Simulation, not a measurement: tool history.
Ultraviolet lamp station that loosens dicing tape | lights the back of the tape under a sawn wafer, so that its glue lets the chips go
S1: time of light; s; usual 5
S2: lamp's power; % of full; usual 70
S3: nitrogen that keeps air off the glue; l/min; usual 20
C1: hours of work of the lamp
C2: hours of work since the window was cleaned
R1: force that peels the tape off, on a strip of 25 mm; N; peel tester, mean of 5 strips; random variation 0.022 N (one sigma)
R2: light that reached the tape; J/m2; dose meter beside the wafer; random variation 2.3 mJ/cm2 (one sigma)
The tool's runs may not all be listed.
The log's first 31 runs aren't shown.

| run | hour | S1 | S2 | S3 | C1 | C2 | R1 | R2 |
|---|---|---|---|---|---|---|---|---|
| 32 | 438.7 | 3 | 99 | 16 | 230 | 153 | 1.753 | 2020 |
| 33 | 453.0 | 3 | 99 | 17 | 237 | 161 | 1.678 | 2050 |
| 34 | 464.3 | 3 | 99 | 17 | 243 | 166 | 1.650 | 2020 |
| 35 | 476.5 | 3 | 99 | 17 | 249 | 173 | 1.606 | 2000 |
| 36 | 485.1 | 3 | 99 | 17 | 253 | 177 | 1.713 | 1990 |
| 37 | 503.8 | 3 | 66 | 10 | 263 | 187 | 4.042 | 1350 |
| 38 | 520.6 | 9 | 72 | 27 | 271 | 195 | 0.216 | 4350 |
| 39 | 536.3 | 9 | 76 | 27 | 279 | 203 | 0.214 | 4620 |
| 40 | 548.6 | 5 | 69 | 23 | 286 | 209 | 0.973 | 2330 |
| 41 | 563.0 | 9 | 79 | 20 | 293 | 217 | 0.216 | 4790 |
|  | 567.9 | window cleaned of glue's vapour |
| 42 | 580.0 | 3 | 70 | 13 | 301 | 6 | 3.289 | 1410 |
| 43 | 590.1 | 3 | 100 | 20 | 306 | 11 | 1.415 | 2060 |

4 ways to go on from here, each from the tool as it stands after run 43. What would each give?
| A | 606.4 | 6 | 91 | 9 | 315 | 20 | ? | ? |
| B | 606.4 | 3 | 62 | 32 | 315 | 20 | ? | ? |
| C | 606.4 | 5 | 91 | 7 | 315 | 20 | ? | ? |
| D | 606.4 | 5 | 70 | 40 | 315 | 20 | ? | ? |

| run | R1 | R2 |
|---|---|---|
| A | 0.883 | 3710 |
| B | 2.367 | 1250 |
| C | 1.527 | 3090 |
| D | 0.592 | 2390 |
Without the tool's hidden state the same runs would have given:
| run | R1 | R2 |
|---|---|---|
| A | 0.881 | 3710 |
| B | 2.364 | 1250 |
| C | 1.524 | 3090 |
| D | 0.590 | 2390 |

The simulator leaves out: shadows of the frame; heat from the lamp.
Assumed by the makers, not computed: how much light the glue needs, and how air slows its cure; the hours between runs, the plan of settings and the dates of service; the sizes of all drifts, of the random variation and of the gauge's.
